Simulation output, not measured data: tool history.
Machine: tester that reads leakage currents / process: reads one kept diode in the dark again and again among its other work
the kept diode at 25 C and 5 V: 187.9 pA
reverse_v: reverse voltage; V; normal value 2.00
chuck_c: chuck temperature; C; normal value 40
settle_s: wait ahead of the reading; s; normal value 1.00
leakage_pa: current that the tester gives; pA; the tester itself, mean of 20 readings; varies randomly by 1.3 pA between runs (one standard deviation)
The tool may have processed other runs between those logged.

run 1 hour=0.0 | reverse_v=2.00 chuck_c=40 settle_s=1.00 | leakage_pa=456.71
run 2 hour=37.0 | reverse_v=2.00 chuck_c=40 settle_s=1.00 | leakage_pa=455.31
run 3 hour=73.4 | reverse_v=5.20 chuck_c=40 settle_s=1.00 | leakage_pa=734.33
run 4 hour=130.1 | reverse_v=2.00 chuck_c=40 settle_s=1.00 | leakage_pa=458.19
run 5 hour=198.2 | reverse_v=2.00 chuck_c=40 settle_s=1.00 | leakage_pa=463.88
run 6 hour=249.4 | reverse_v=2.00 chuck_c=40 settle_s=1.00 | leakage_pa=461.16
run 7 hour=283.2 | reverse_v=3.42 chuck_c=40 settle_s=1.00 | leakage_pa=604.48
run 8 hour=326.9 | reverse_v=3.42 chuck_c=40 settle_s=1.09 | leakage_pa=606.22
run 9 hour=389.6 | reverse_v=1.48 chuck_c=46 settle_s=0.43 | leakage_pa=642.22
run 10 hour=453.5 | reverse_v=2.36 chuck_c=21 settle_s=1.91 | leakage_pa=105.53
run 11 hour=520.9 | reverse_v=2.36 chuck_c=21 settle_s=1.91 | leakage_pa=106.19
run 12 hour=590.9 | reverse_v=2.36 chuck_c=21 settle_s=1.91 | leakage_pa=107.33
run 13 hour=647.1 | reverse_v=2.36 chuck_c=21 settle_s=1.91 | leakage_pa=107.70
run 14 hour=700.6 | reverse_v=2.85 chuck_c=40 settle_s=1.00 | leakage_pa=567.54
-- hour=731.6 chuck's temperature calibrated
run 15 hour=750.8 | reverse_v=2.85 chuck_c=40 settle_s=1.00 | leakage_pa=504.30

Below, some changes in leakage_pa between adjacent runs. For each, the amount present without the hidden state too (settings, incoming material, random variation) and the amount remaining for the hidden state with gauge scatter not shared by both compared results:
Hidden state present: stray current of the dirty probe card, pA a volt; current scale over the true one, %; true chuck temperature over the reading, C; drift of the gauge itself on leakage_pa, %.
Run 9 -> 10: reverse_v 1.48 -> 2.36, chuck_c 46 -> 21, settle_s 0.43 -> 1.91. leakage_pa -536.69 pA: hidden state -43.33, all else -493.36.
Run 14 -> 15: chuck's temperature calibrated. leakage_pa -63.24 pA: hidden state -61.48, all else -1.76.

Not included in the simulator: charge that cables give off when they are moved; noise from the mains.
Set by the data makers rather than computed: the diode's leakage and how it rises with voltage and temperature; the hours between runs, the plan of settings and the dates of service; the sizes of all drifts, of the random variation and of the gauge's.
